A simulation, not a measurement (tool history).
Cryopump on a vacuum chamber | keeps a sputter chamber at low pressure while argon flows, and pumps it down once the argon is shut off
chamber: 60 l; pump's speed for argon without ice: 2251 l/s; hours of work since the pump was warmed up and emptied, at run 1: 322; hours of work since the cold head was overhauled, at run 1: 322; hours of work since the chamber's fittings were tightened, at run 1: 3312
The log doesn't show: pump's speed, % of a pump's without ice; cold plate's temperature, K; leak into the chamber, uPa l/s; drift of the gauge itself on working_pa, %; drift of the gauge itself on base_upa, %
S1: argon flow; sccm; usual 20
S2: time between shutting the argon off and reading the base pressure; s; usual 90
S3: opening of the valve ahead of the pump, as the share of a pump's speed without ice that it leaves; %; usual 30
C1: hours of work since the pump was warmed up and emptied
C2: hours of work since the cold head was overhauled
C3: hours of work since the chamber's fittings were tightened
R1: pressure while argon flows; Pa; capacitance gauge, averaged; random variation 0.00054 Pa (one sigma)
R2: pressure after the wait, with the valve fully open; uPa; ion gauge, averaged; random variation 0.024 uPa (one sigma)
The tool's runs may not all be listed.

run 1 day=0.000 | S1=20 S2=90 S3=30 | C1=322 C2=322 C3=3312 | R1=0.0527 R2=2.11
run 2 day=0.842 | S1=20 S2=90 S3=30 | C1=339 C2=339 C3=3329 | R1=0.0516 R2=2.20
run 3 day=1.446 | S1=20 S2=94 S3=30 | C1=352 C2=352 C3=3342 | R1=0.0525 R2=2.18
run 4 day=2.279 | S1=20 S2=94 S3=30 | C1=369 C2=369 C3=3359 | R1=0.0519 R2=2.07
run 5 day=3.138 | S1=20 S2=94 S3=30 | C1=387 C2=387 C3=3377 | R1=0.0527 R2=2.18
run 6 day=3.962 | S1=20 S2=94 S3=30 | C1=404 C2=404 C3=3394 | R1=0.0534 R2=2.12
run 7 day=4.421 | S1=20 S2=94 S3=30 | C1=414 C2=414 C3=3404 | R1=0.0530 R2=2.14
run 8 day=5.200 | S1=20 S2=94 S3=30 | C1=430 C2=430 C3=3420 | R1=0.0523 R2=2.21
run 9 day=5.662 | S1=20 S2=94 S3=30 | C1=440 C2=440 C3=3430 | R1=0.0528 R2=2.17
run 10 day=6.112 | S1=17 S2=94 S3=30 | C1=449 C2=449 C3=3439 | R1=0.0451 R2=2.15
run 11 day=6.783 | S1=21 S2=90 S3=30 | C1=463 C2=463 C3=3453 | R1=0.0558 R2=2.23
run 12 day=7.325 | S1=20 S2=90 S3=22 | C1=474 C2=474 C3=3464 | R1=0.0718 R2=2.27
run 13 day=7.796 | S1=20 S2=23 S3=22 | C1=484 C2=484 C3=3474 | R1=0.0715 R2=4.30
run 14 day=8.338 | S1=20 S2=90 S3=30 | C1=495 C2=495 C3=3485 | R1=0.0549 R2=2.21
run 15 day=9.200 | S1=20 S2=136 S3=30 | C1=513 C2=513 C3=3503 | R1=0.0540 R2=2.08
-- day=9.950 leaking fittings of the chamber tightened, without venting
run 16 day=10.121 | S1=8 S2=31 S3=30 | C1=531 C2=531 C3=4 | R1=0.0216 R2=2.32
run 17 day=11.021 | S1=35 S2=219 S3=30 | C1=549 C2=549 C3=22 | R1=0.0942 R2=0.51
run 18 day=11.588 | S1=31 S2=219 S3=30 | C1=561 C2=561 C3=34 | R1=0.0843 R2=0.47
run 19 day=12.300 | S1=21 S2=219 S3=30 | C1=576 C2=576 C3=49 | R1=0.0578 R2=0.52
run 20 day=12.938 | S1=18 S2=24 S3=46 | C1=589 C2=589 C3=62 | R1=0.0328 R2=2.93
run 21 day=13.392 | S1=13 S2=75 S3=30 | C1=599 C2=599 C3=72 | R1=0.0356 R2=1.06
run 22 day=14.067 | S1=13 S2=75 S3=30 | C1=613 C2=613 C3=86 | R1=0.0356 R2=1.07
run 23 day=14.817 | S1=39 S2=122 S3=21 | C1=628 C2=628 C3=101 | R1=0.1473 R2=0.73
run 24 day=15.758 | S1=10 S2=85 S3=51 | C1=648 C2=648 C3=121 | R1=0.0165 R2=0.98
run 25 day=16.392 | S1=10 S2=85 S3=51 | C1=661 C2=661 C3=134 | R1=0.0167 R2=1.03
run 26 day=17.262 | S1=11 S2=92 S3=51 | C1=679 C2=679 C3=152 | R1=0.0185 R2=0.94
run 27 day=18.079 | S1=11 S2=25 S3=17 | C1=696 C2=696 C3=169 | R1=0.0514 R2=2.88
run 28 day=18.958 | S1=11 S2=25 S3=17 | C1=714 C2=714 C3=187 | R1=0.0510 R2=2.83

Forecast each of these 5 alternatives for the next run:
run A day=19.838 | S1=11 S2=101 S3=34 | C1=733 C2=733 C3=205 | R1=? R2=?
run B day=19.838 | S1=32 S2=90 S3=22 | C1=733 C2=733 C3=205 | R1=? R2=?
run C day=19.838 | S1=31 S2=90 S3=17 | C1=733 C2=733 C3=205 | R1=? R2=?
run D day=19.838 | S1=20 S2=90 S3=23 | C1=733 C2=733 C3=205 | R1=? R2=?
run E day=19.838 | S1=19 S2=20 S3=17 | C1=733 C2=733 C3=205 | R1=? R2=?

run=A R1=0.0273 R2=0.90
run=B R1=0.1192 R2=1.01
run=C R1=0.1453 R2=1.00
run=D R1=0.0719 R2=1.01
run=E R1=0.0894 R2=3.45
Without the tool's hidden state the same runs would have given:
run=A R1=0.0242 R2=0.75
run=B R1=0.1102 R2=0.86
run=C R1=0.1367 R2=0.85
run=D R1=0.0663 R2=0.85
run=E R1=0.0841 R2=3.30

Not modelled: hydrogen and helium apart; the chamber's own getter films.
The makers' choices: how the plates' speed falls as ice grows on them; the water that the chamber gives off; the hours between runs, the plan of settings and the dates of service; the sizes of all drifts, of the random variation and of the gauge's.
